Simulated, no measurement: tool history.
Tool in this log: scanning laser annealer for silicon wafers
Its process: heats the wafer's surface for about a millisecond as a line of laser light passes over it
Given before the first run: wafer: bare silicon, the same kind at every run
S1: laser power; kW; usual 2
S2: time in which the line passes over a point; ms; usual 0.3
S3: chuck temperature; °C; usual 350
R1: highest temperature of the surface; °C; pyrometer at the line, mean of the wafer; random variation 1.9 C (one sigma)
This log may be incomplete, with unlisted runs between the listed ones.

Run 1, hour 0: usual settings. Result: R1 1083 °C.
Run 2, hour 8.1: usual settings. Result: R1 1081 °C.
Run 3, hour 16: usual settings. Result: R1 1083 °C.
Run 4, hour 23.5: usual settings. Result: R1 1082 °C.
Run 5, hour 35: usual settings but S2 0.344 ms. Result: R1 1129 °C.
Run 6, hour 44.8: usual settings but S2 0.344 ms. Result: R1 1125 °C.
Run 7, hour 51.8: usual settings. Result: R1 1082 °C.
Run 8, hour 59.9: usual settings. Result: R1 1082 °C.
Run 9, hour 65.7: usual settings. Result: R1 1077 °C.
Run 10, hour 75.3: usual settings. Result: R1 1077 °C.
Run 11, hour 84.6: usual settings. Result: R1 1078 °C.
Run 12, hour 96.2: usual settings. Result: R1 1082 °C.
Run 13, hour 107.1: usual settings but S1 1.822 kW. Result: R1 1013 °C.
Run 14, hour 114.6: usual settings but S1 1.822 kW. Result: R1 1015 °C.
Run 15, hour 125.2: usual settings but S1 1.822 kW. Result: R1 1015 °C.
Run 16, hour 138.3: usual settings but S2 0.254 ms. Result: R1 1023 °C.
Run 17, hour 146.8: usual settings but S1 1.777 kW. Result: R1 995 °C.
Run 18, hour 157.8: usual settings but S1 1.777 kW. Result: R1 992 °C.
Run 19, hour 170.4: usual settings but S1 1.777 kW. Result: R1 995 °C.
Run 20, hour 181.3: usual settings but S1 1.777 kW. Result: R1 993 °C.
Run 21, hour 193.7: usual settings but S1 1.777 kW. Result: R1 995 °C.
Run 22, hour 206.8: usual settings but S1 1.777 kW, S3 320 °C. Result: R1 962 °C.
Run 23, hour 213.3: usual settings but S1 2.2 kW, S2 0.335 ms, S3 327 °C. Result: R1 1171 °C.
Run 24, hour 221: usual settings but S1 2.2 kW, S2 0.376 ms, S3 310 °C. Result: R1 1195 °C.
Run 25, hour 232.9: usual settings but S2 0.239 ms, S3 360 °C. Result: R1 1012 °C.
At hour 240.3: window over the wafer cleaned.
Run 26, hour 240.8: usual settings but S2 0.274 ms, S3 334 °C. Result: R1 1052 °C.
Run 27, hour 247.3: usual settings but S2 0.274 ms, S3 334 °C. Result: R1 1051 °C.
Run 28, hour 257.4: usual settings but S2 0.274 ms, S3 334 °C. Result: R1 1051 °C.
Run 29, hour 267.3: usual settings but S2 0.274 ms, S3 334 °C. Result: R1 1050 °C.
Run 30, hour 277.1: usual settings but S2 0.274 ms, S3 334 °C. Result: R1 1050 °C.
Run 31, hour 285: usual settings but S1 1.778 kW, S2 0.28 ms, S3 330 °C. Result: R1 970 °C.
Run 32, hour 293.9: usual settings but S1 1.728 kW, S2 0.262 ms, S3 321 °C. Result: R1 926 °C.
Run 33, hour 300.3: usual settings but S1 1.728 kW, S2 0.262 ms, S3 366 °C. Result: R1 974 °C.
Run 34, hour 312.3: usual settings but S2 0.239 ms, S3 358 °C. Result: R1 1027 °C.
Run 35, hour 323.5: usual settings but S2 0.217 ms, S3 321 °C. Result: R1 965 °C.
Run 36, hour 333.5: usual settings but S1 2.11 kW, S2 0.276 ms. Result: R1 1111 °C.
Run 37, hour 346.9: usual settings but S1 2.11 kW, S2 0.276 ms. Result: R1 1106 °C.
Run 38, hour 355.7: usual settings but S1 2.124 kW, S2 0.297 ms. Result: R1 1137 °C.
Run 39, hour 368: usual settings but S1 2.124 kW, S2 0.297 ms. Result: R1 1136 °C.
Run 40, hour 380.7: usual settings but S1 2.124 kW, S2 0.297 ms. Result: R1 1136 °C.
Run 41, hour 394.8: usual settings but S1 2.057 kW, S2 0.377 ms, S3 342 °C. Result: R1 1190 °C.
Run 42, hour 403.1: usual settings but S1 2.057 kW, S2 0.377 ms, S3 342 °C. Result: R1 1190 °C.

Below are 3 alternative next runs, each starting from the tool's condition after run 42. Predict each:
Run A, hour 414.8: usual settings but S1 1.972 kW, S2 0.358 ms. Result: R1 ?.
Run B, hour 414.8: usual settings but S1 2.089 kW, S2 0.377 ms, S3 342 °C. Result: R1 ?.
Run C, hour 414.8: usual settings but S1 1.745 kW, S2 0.25 ms, S3 327 °C. Result: R1 ?.

run    R1
  A  1145
  B  1204
  C   924
With the hidden condition removed and each run's random variation left untouched, the same runs would have given:
run    R1
  A  1155
  B  1214
  C   931

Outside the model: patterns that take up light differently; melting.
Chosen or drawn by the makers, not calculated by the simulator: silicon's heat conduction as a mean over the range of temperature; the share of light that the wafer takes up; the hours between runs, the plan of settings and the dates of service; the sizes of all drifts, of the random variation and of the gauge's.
